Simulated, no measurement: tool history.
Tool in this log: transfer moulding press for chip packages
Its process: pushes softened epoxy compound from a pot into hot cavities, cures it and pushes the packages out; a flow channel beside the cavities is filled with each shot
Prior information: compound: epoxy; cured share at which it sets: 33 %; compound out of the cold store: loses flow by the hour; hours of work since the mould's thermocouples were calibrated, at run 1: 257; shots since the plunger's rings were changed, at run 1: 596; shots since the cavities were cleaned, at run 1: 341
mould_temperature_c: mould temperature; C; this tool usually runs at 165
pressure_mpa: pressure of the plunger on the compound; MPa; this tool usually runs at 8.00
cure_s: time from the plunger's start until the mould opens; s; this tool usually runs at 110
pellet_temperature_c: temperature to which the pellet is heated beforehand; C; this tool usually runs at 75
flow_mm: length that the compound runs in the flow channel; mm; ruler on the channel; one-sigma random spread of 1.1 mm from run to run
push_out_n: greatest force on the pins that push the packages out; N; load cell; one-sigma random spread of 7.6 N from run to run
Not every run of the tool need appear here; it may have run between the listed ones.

| run | day | mould_temperature_c | pressure_mpa | cure_s | pellet_temperature_c | hours of work since the mould's thermocouples were calibrated | shots since the plunger's rings were changed | shots since the cavities were cleaned | incoming compound's hours out of the cold store | flow_mm | push_out_n |
|---|---|---|---|---|---|---|---|---|---|---|---|
| 1 | 0.000 | 165 | 8.00 | 110 | 75 | 257 | 596 | 341 | 38.6 | 554 | 469 |
|  | 0.708 | cavities cleaned with cleaning compound and waxed |
| 2 | 1.250 | 165 | 8.00 | 110 | 75 | 278 | 978 | 174 | 27.8 | 571 | 417 |
|  | 2.438 | cavities cleaned with cleaning compound and waxed |
| 3 | 2.488 | 165 | 8.00 | 110 | 75 | 299 | 1357 | 16 | 10.6 | 609 | 359 |
|  | 3.917 | mould's thermocouples calibrated |
| 4 | 3.983 | 165 | 8.00 | 131 | 75 | 1 | 1812 | 471 | 8.6 | 609 | 478 |
|  | 4.279 | cavities cleaned with cleaning compound and waxed |
|  | 5.962 | cavities cleaned with cleaning compound and waxed |
| 5 | 5.962 | 165 | 8.00 | 131 | 75 | 34 | 2409 | 0 | 14.8 | 593 | 305 |
|  | 7.612 | cavities cleaned with cleaning compound and waxed |
| 6 | 8.317 | 165 | 8.00 | 131 | 75 | 75 | 3146 | 226 | 32.4 | 553 | 389 |
|  | 9.338 | cavities cleaned with cleaning compound and waxed |
| 7 | 9.467 | 165 | 8.00 | 131 | 75 | 94 | 3497 | 42 | 25.1 | 568 | 320 |
|  | 11.062 | cavities cleaned with cleaning compound and waxed |
| 8 | 11.142 | 165 | 8.00 | 110 | 75 | 122 | 4017 | 26 | 32.9 | 551 | 363 |
| 9 | 12.258 | 165 | 8.00 | 110 | 75 | 142 | 4376 | 385 | 12.0 | 589 | 568 |
|  | 12.750 | cavities cleaned with cleaning compound and waxed |
|  | 13.588 | mould's thermocouples calibrated, once more |
| 10 | 14.292 | 165 | 9.99 | 110 | 75 | 12 | 4984 | 471 | 40.1 | 592 | 509 |
|  | 14.688 | cavities cleaned with cleaning compound and waxed |
|  | 15.271 | plunger's sealing rings changed |
| 11 | 15.567 | 165 | 8.00 | 110 | 75 | 32 | 96 | 251 | 31.7 | 566 | 442 |
|  | 16.479 | cavities cleaned with cleaning compound and waxed |
| 12 | 17.546 | 165 | 8.00 | 110 | 75 | 66 | 712 | 342 | 47.1 | 534 | 487 |
|  | 18.271 | cavities cleaned with cleaning compound and waxed |
|  | 19.942 | cavities cleaned with cleaning compound and waxed |
| 13 | 19.942 | 165 | 8.00 | 110 | 75 | 106 | 1444 | 0 | 26.5 | 571 | 344 |
| 14 | 20.917 | 172 | 6.80 | 110 | 81 | 123 | 1757 | 313 | 33.8 | 499 | 397 |
|  | 21.708 | cavities cleaned with cleaning compound and waxed |
| 15 | 23.071 | 168 | 8.62 | 109 | 81 | 160 | 2432 | 439 | 8.8 | 624 | 484 |
|  | 23.492 | cavities cleaned with cleaning compound and waxed |
| 16 | 24.125 | 168 | 8.62 | 109 | 81 | 178 | 2751 | 204 | 43.6 | 546 | 393 |
|  | 25.250 | cavities cleaned with cleaning compound and waxed |
| 17 | 25.617 | 168 | 8.62 | 109 | 81 | 203 | 3211 | 118 | 23.9 | 585 | 358 |
|  | 26.988 | cavities cleaned with cleaning compound and waxed |
| 18 | 26.988 | 168 | 8.62 | 109 | 81 | 226 | 3632 | 0 | 32.1 | 566 | 305 |
| 19 | 27.971 | 165 | 9.56 | 110 | 65 | 244 | 3949 | 317 | 15.4 | 639 | 514 |
|  | 28.796 | cavities cleaned with cleaning compound and waxed |
| 20 | 30.262 | 165 | 9.56 | 110 | 65 | 283 | 4667 | 472 | 18.6 | 627 | 560 |
|  | 30.500 | cavities cleaned with cleaning compound and waxed |
| 21 | 31.625 | 171 | 8.55 | 110 | 65 | 306 | 5086 | 363 | 23.4 | 572 | 436 |
|  | 32.129 | plunger's sealing rings changed |
|  | 32.408 | cavities cleaned with cleaning compound and waxed |
|  | 32.825 | mould's thermocouples calibrated |
| 22 | 33.804 | 171 | 8.55 | 110 | 65 | 17 | 492 | 423 | 19.9 | 597 | 444 |
|  | 34.267 | cavities cleaned with cleaning compound and waxed |
|  | 35.967 | cavities cleaned with cleaning compound and waxed |
| 23 | 36.050 | 171 | 8.42 | 125 | 74 | 55 | 1175 | 27 | 8.8 | 613 | 302 |
|  | 37.700 | cavities cleaned with cleaning compound and waxed |
| 24 | 37.838 | 171 | 8.42 | 125 | 74 | 85 | 1731 | 45 | 13.0 | 603 | 296 |
|  | 39.479 | cavities cleaned with cleaning compound and waxed |
| 25 | 39.700 | 171 | 8.00 | 110 | 79 | 117 | 2310 | 71 | 12.3 | 586 | 338 |

Below are 4 alternative next runs, each starting from the tool's condition after run 25. Predict each:
|  | 41.300 | cavities cleaned with cleaning compound and waxed |
| A | 41.683 | 171 | 8.00 | 110 | 79 | 151 | 2928 | 123 | 30.4 | ? | ? |
|  | 41.300 | cavities cleaned with cleaning compound and waxed |
| B | 41.683 | 164 | 7.32 | 110 | 72 | 151 | 2928 | 123 | 12.1 | ? | ? |
|  | 41.300 | cavities cleaned with cleaning compound and waxed |
| C | 41.683 | 160 | 8.00 | 115 | 75 | 151 | 2928 | 123 | 13.1 | ? | ? |
|  | 41.300 | cavities cleaned with cleaning compound and waxed |
| D | 41.683 | 171 | 8.00 | 123 | 68 | 151 | 2928 | 123 | 10.3 | ? | ? |

| run | flow_mm | push_out_n |
|---|---|---|
| A | 544 | 332 |
| B | 571 | 415 |
| C | 602 | 521 |
| D | 589 | 329 |
Take away the tool's hidden state, keep each run's random variation, and the runs would have read:
| run | flow_mm | push_out_n |
|---|---|---|
| A | 558 | 278 |
| B | 585 | 337 |
| C | 617 | 423 |
| D | 603 | 275 |
